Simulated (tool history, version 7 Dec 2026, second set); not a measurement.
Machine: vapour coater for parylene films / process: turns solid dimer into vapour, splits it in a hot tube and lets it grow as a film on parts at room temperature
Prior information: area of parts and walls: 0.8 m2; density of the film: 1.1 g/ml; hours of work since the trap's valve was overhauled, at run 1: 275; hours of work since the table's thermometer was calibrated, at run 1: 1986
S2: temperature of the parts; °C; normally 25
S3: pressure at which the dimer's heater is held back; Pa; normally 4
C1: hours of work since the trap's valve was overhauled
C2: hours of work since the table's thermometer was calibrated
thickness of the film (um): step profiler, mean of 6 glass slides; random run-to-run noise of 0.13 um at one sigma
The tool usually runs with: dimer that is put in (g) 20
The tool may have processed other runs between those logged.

Run 1, hour 0: usual settings; C1 275; C2 1986. Result: thickness of the film (um) 15.88.
Run 2, hour 53.8: usual settings; C1 309; C2 2020. Result: thickness of the film (um) 15.67.
Run 3, hour 118.2: usual settings; C1 350; C2 2061. Result: thickness of the film (um) 15.49.
Run 4, hour 194.9: usual settings but S3 2.29 Pa; C1 399; C2 2110. Result: thickness of the film (um) 17.59.
Run 5, hour 228.5: usual settings but S2 24 °C; C1 420; C2 2131. Result: thickness of the film (um) 15.94.
Run 6, hour 303.4: usual settings but S3 10.29 Pa; C1 468; C2 2179. Result: thickness of the film (um) 12.27.
Run 7, hour 337.6: usual settings but S3 10.29 Pa; C1 489; C2 2200. Result: thickness of the film (um) 12.3.
Run 8, hour 386.9: usual settings; C1 520; C2 2232. Result: thickness of the film (um) 14.9.
Run 9, hour 433.1: usual settings but dimer that is put in (g) 21; C1 550; C2 2261. Result: thickness of the film (um) 15.87.
At hour 442.3: table's thermometer calibrated.
Run 10, hour 468.9: usual settings but dimer that is put in (g) 21; C1 572; C2 17. Result: thickness of the film (um) 15.39.

Run 11 comes next. What will it give?
Run 11, hour 519.8: usual settings but dimer that is put in (g) 23; C1 604; C2 49. Result: thickness of the film (um) ?.

{"run 11": {"thickness of the film (um)": 16.65}}
Minus the tool's unlogged condition, the same run would have read thickness of the film (um) 19.14.
